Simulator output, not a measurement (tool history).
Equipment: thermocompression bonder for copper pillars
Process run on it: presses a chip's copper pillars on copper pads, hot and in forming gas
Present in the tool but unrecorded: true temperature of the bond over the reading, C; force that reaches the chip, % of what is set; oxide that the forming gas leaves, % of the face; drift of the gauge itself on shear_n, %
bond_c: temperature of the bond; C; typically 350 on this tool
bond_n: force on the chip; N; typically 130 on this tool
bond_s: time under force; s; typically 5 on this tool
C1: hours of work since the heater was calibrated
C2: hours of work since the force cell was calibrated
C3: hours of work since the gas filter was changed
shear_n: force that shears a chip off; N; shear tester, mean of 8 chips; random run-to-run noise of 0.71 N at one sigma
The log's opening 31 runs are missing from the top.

run 32 hour=831.2 | bond_c=330 bond_n=130 bond_s=5 | C1=75 C2=195 C3=16 | shear_n=43.1
run 33 hour=864.9 | bond_c=376 bond_n=134 bond_s=5 | C1=95 C2=215 C3=37 | shear_n=70.7
run 34 hour=888.4 | bond_c=367 bond_n=91 bond_s=10 | C1=110 C2=230 C3=52 | shear_n=53.8
run 35 hour=916.7 | bond_c=351 bond_n=83 bond_s=3 | C1=127 C2=248 C3=69 | shear_n=24.4
-- hour=929 heater calibrated with a thermocouple chip, once more
run 36 hour=950 | bond_c=341 bond_n=88 bond_s=5 | C1=13 C2=267 C3=89 | shear_n=25.8
run 37 hour=966.8 | bond_c=368 bond_n=130 bond_s=5 | C1=23 C2=277 C3=99 | shear_n=57.2
run 38 hour=984.1 | bond_c=350 bond_n=142 bond_s=3 | C1=34 C2=288 C3=110 | shear_n=42.1
run 39 hour=1013.3 | bond_c=326 bond_n=123 bond_s=3 | C1=52 C2=306 C3=128 | shear_n=27
run 40 hour=1044.1 | bond_c=326 bond_n=123 bond_s=3 | C1=71 C2=325 C3=147 | shear_n=27.4

3 ways to go on from here, each from the tool as it stands after run 40. What would each give?
run A hour=1079.6 | bond_c=374 bond_n=87 bond_s=5 | C1=93 C2=347 C3=169 | shear_n=?
run B hour=1079.6 | bond_c=350 bond_n=172 bond_s=5 | C1=93 C2=347 C3=169 | shear_n=?
run C hour=1079.6 | bond_c=326 bond_n=90 bond_s=3 | C1=93 C2=347 C3=169 | shear_n=?

run=A shear_n=37.2
run=B shear_n=64.3
run=C shear_n=17.5
Without the tool's hidden state the same runs would have given:
run=A shear_n=39.6
run=B shear_n=68.2
run=C shear_n=18.6

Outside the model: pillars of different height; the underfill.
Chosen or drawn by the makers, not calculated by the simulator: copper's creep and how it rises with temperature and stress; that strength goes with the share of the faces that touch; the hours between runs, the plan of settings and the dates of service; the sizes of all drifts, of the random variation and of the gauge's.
